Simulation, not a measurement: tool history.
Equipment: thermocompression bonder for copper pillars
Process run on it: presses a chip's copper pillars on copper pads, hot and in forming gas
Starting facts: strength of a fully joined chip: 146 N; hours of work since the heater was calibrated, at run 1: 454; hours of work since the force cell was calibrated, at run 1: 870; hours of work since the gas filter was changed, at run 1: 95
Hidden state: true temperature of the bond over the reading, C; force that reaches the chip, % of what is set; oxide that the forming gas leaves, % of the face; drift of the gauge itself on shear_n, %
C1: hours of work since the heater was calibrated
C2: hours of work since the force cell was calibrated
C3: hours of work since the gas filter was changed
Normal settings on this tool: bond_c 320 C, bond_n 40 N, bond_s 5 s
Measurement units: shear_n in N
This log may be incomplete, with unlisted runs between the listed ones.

run 1 hour=0.0 | bond_c=320 bond_n=40 bond_s=5 | C1=454 C2=870 C3=95 | shear_n=64.2
run 2 hour=20.3 | bond_c=322 bond_n=40 bond_s=5 | C1=464 C2=880 C3=105 | shear_n=67.2
run 3 hour=37.3 | bond_c=322 bond_n=40 bond_s=5 | C1=472 C2=889 C3=113 | shear_n=67.1
run 4 hour=56.1 | bond_c=322 bond_n=40 bond_s=5 | C1=482 C2=898 C3=123 | shear_n=63.6
run 5 hour=66.8 | bond_c=322 bond_n=40 bond_s=5 | C1=487 C2=904 C3=128 | shear_n=66.2
-- hour=71.0 heater calibrated with a thermocouple chip
run 6 hour=89.1 | bond_c=322 bond_n=40 bond_s=5 | C1=9 C2=914 C3=138 | shear_n=65.4
run 7 hour=105.8 | bond_c=322 bond_n=40 bond_s=5 | C1=17 C2=922 C3=146 | shear_n=63.7
run 8 hour=123.9 | bond_c=349 bond_n=32 bond_s=8 | C1=26 C2=931 C3=155 | shear_n=78.1
run 9 hour=148.1 | bond_c=344 bond_n=40 bond_s=7 | C1=38 C2=943 C3=167 | shear_n=85.1
run 10 hour=164.4 | bond_c=320 bond_n=40 bond_s=4 | C1=46 C2=951 C3=176 | shear_n=58.5
run 11 hour=186.7 | bond_c=334 bond_n=30 bond_s=4 | C1=58 C2=962 C3=187 | shear_n=49.3
run 12 hour=196.9 | bond_c=313 bond_n=28 bond_s=5 | C1=63 C2=967 C3=192 | shear_n=40.3

Alternative continuations, all from the tool just after run 12; predict every row:
-- hour=201.1 heater calibrated with a thermocouple chip, once more
run A hour=224.0 | bond_c=333 bond_n=40 bond_s=3 | C1=11 C2=980 C3=204 | shear_n=?
-- hour=201.1 heater calibrated with a thermocouple chip, once more
run B hour=224.0 | bond_c=346 bond_n=37 bond_s=9 | C1=11 C2=980 C3=204 | shear_n=?
-- hour=201.1 heater calibrated with a thermocouple chip, once more
run C hour=224.0 | bond_c=298 bond_n=28 bond_s=5 | C1=11 C2=980 C3=204 | shear_n=?
-- hour=201.1 heater calibrated with a thermocouple chip, once more
run D hour=224.0 | bond_c=308 bond_n=47 bond_s=5 | C1=11 C2=980 C3=204 | shear_n=?
-- hour=201.1 heater calibrated with a thermocouple chip, once more
run E hour=224.0 | bond_c=294 bond_n=53 bond_s=11 | C1=11 C2=980 C3=204 | shear_n=?

run=A shear_n=59.7
run=B shear_n=88.8
run=C shear_n=35.5
run=D shear_n=67.6
run=E shear_n=86.8
Without the tool's hidden state the same runs would have given:
run=A shear_n=66.4
run=B shear_n=97.3
run=C shear_n=40.0
run=D shear_n=75.0
run=E shear_n=95.4
